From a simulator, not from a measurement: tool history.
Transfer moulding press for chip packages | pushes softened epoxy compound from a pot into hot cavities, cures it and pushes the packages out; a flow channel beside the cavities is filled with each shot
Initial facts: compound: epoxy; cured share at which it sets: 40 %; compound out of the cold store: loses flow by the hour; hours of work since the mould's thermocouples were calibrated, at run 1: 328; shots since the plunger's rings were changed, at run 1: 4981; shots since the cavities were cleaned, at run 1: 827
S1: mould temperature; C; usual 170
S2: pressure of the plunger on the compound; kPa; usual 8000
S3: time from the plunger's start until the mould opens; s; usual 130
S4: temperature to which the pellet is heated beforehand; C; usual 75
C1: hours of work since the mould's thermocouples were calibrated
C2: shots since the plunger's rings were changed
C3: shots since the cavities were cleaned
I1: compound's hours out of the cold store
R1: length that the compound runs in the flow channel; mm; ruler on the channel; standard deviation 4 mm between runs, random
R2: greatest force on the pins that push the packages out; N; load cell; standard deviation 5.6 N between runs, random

| run | day | S1 | S2 | S3 | S4 | C1 | C2 | C3 | I1 | R1 | R2 |
|---|---|---|---|---|---|---|---|---|---|---|---|
| 1 | 0 | 170 | 8000 | 130 | 75 | 328 | 4981 | 827 | 36.2 | 718 | 317 |
|  | 1.825 | cavities cleaned with cleaning compound and waxed |
| 2 | 2.025 | 170 | 6090 | 130 | 75 | 348 | 5281 | 31 | 27.5 | 632 | 222 |
| 3 | 5.167 | 170 | 8000 | 130 | 75 | 380 | 5760 | 510 | 14 | 752 | 294 |
|  | 7.004 | plunger's sealing rings changed |
| 4 | 7.121 | 170 | 8000 | 140 | 75 | 400 | 17 | 792 | 12.3 | 816 | 305 |
|  | 9.242 | cavities cleaned with cleaning compound and waxed |
| 5 | 10.171 | 170 | 8000 | 140 | 75 | 430 | 473 | 142 | 27.1 | 781 | 223 |
| 6 | 11.8 | 170 | 8000 | 140 | 75 | 447 | 722 | 391 | 47.4 | 734 | 266 |
| 7 | 15.167 | 170 | 8000 | 130 | 75 | 482 | 1235 | 904 | 11.9 | 805 | 335 |
|  | 16.462 | cavities cleaned with cleaning compound and waxed |
| 8 | 17.942 | 170 | 7510 | 130 | 75 | 510 | 1649 | 225 | 35.1 | 722 | 265 |
| 9 | 19.929 | 170 | 7070 | 130 | 75 | 531 | 1953 | 529 | 23.2 | 727 | 316 |
| 10 | 21.479 | 170 | 7540 | 130 | 75 | 547 | 2189 | 765 | 43.9 | 699 | 325 |
|  | 23.654 | cavities cleaned with cleaning compound and waxed |
| 11 | 24.862 | 170 | 9340 | 130 | 75 | 581 | 2696 | 184 | 39.8 | 779 | 257 |
| 12 | 28.142 | 170 | 9340 | 130 | 75 | 615 | 3196 | 684 | 9.5 | 854 | 338 |
|  | 30.988 | cavities cleaned with cleaning compound and waxed |
| 13 | 31.529 | 170 | 8000 | 130 | 75 | 650 | 3704 | 83 | 12.8 | 771 | 241 |
| 14 | 34.104 | 170 | 8000 | 130 | 75 | 676 | 4096 | 475 | 13.1 | 765 | 310 |
| 15 | 35.496 | 169 | 8000 | 130 | 75 | 691 | 4309 | 688 | 16.9 | 756 | 343 |
| 16 | 37.933 | 166 | 8000 | 131 | 75 | 716 | 4681 | 1060 | 42.2 | 709 | 426 |
|  | 38.25 | cavities cleaned with cleaning compound and waxed |
| 17 | 40.204 | 169 | 8000 | 130 | 78 | 739 | 5018 | 298 | 15 | 755 | 313 |
| 18 | 42.388 | 169 | 8000 | 130 | 69 | 761 | 5351 | 631 | 11.1 | 757 | 338 |
|  | 45.575 | cavities cleaned with cleaning compound and waxed |
| 19 | 45.592 | 163 | 7450 | 131 | 66 | 794 | 5831 | 3 | 41.4 | 696 | 330 |
|  | 46.921 | plunger's sealing rings changed |
| 20 | 48.371 | 168 | 8000 | 160 | 75 | 821 | 222 | 411 | 21.7 | 812 | 258 |
|  | 49.158 | mould's thermocouples calibrated |
| 21 | 51.479 | 168 | 8000 | 160 | 75 | 24 | 683 | 872 | 21.1 | 803 | 276 |
|  | 52.933 | cavities cleaned with cleaning compound and waxed |
| 22 | 53.733 | 173 | 7330 | 133 | 80 | 47 | 1017 | 122 | 47.5 | 677 | 217 |
| 23 | 57.092 | 173 | 7330 | 133 | 80 | 81 | 1530 | 635 | 26.7 | 718 | 289 |
| 24 | 59.088 | 173 | 7330 | 133 | 80 | 102 | 1834 | 939 | 42 | 683 | 314 |
|  | 60.1 | cavities cleaned with cleaning compound and waxed |
| 25 | 61.883 | 173 | 7330 | 133 | 80 | 130 | 2252 | 273 | 35.2 | 693 | 245 |
| 26 | 64.983 | 173 | 9500 | 159 | 80 | 162 | 2725 | 746 | 47.7 | 754 | 275 |
| 27 | 66.408 | 166 | 9630 | 122 | 85 | 177 | 2942 | 963 | 34.2 | 823 | 439 |
|  | 67.292 | cavities cleaned with cleaning compound and waxed |
| 28 | 68.554 | 166 | 9630 | 122 | 85 | 199 | 3260 | 193 | 28.5 | 829 | 355 |

Subtracting, for every run, the result it would have given without the tool's unlogged condition from the measured result gives the following. The same run-to-run variation enters both numbers; the gauge's scatter may not:
Hidden conditions of the tool in this case: true mould temperature over the reading, C; pressure that reaches the compound, % of what is set; grip of the stained cavities, % over clean ones'; drift of the gauge itself on flow_mm, %; drift of the gauge itself on push_out_n, %.
| run | R1 | R2 |
|---|---|---|
| 1 | -49 | +121 |
| 2 | -46 | +17 |
| 3 | -61 | +101 |
| 4 | +3 | +118 |
| 5 | -2 | +41 |
| 6 | -4 | +79 |
| 7 | -10 | +135 |
| 8 | -13 | +63 |
| 9 | -17 | +114 |
| 10 | -19 | +127 |
| 11 | -27 | +62 |
| 12 | -36 | +129 |
| 13 | -38 | +37 |
| 14 | -43 | +107 |
| 15 | -44 | +134 |
| 16 | -47 | +188 |
| 17 | -53 | +93 |
| 18 | -57 | +131 |
| 19 | -57 | +47 |
| 20 | +6 | +80 |
| 21 | -8 | +104 |
| 22 | -10 | +34 |
| 23 | -16 | +97 |
| 24 | -18 | +118 |
| 25 | -22 | +59 |
| 26 | -30 | +100 |
| 27 | -35 | +176 |
| 28 | -39 | +76 |
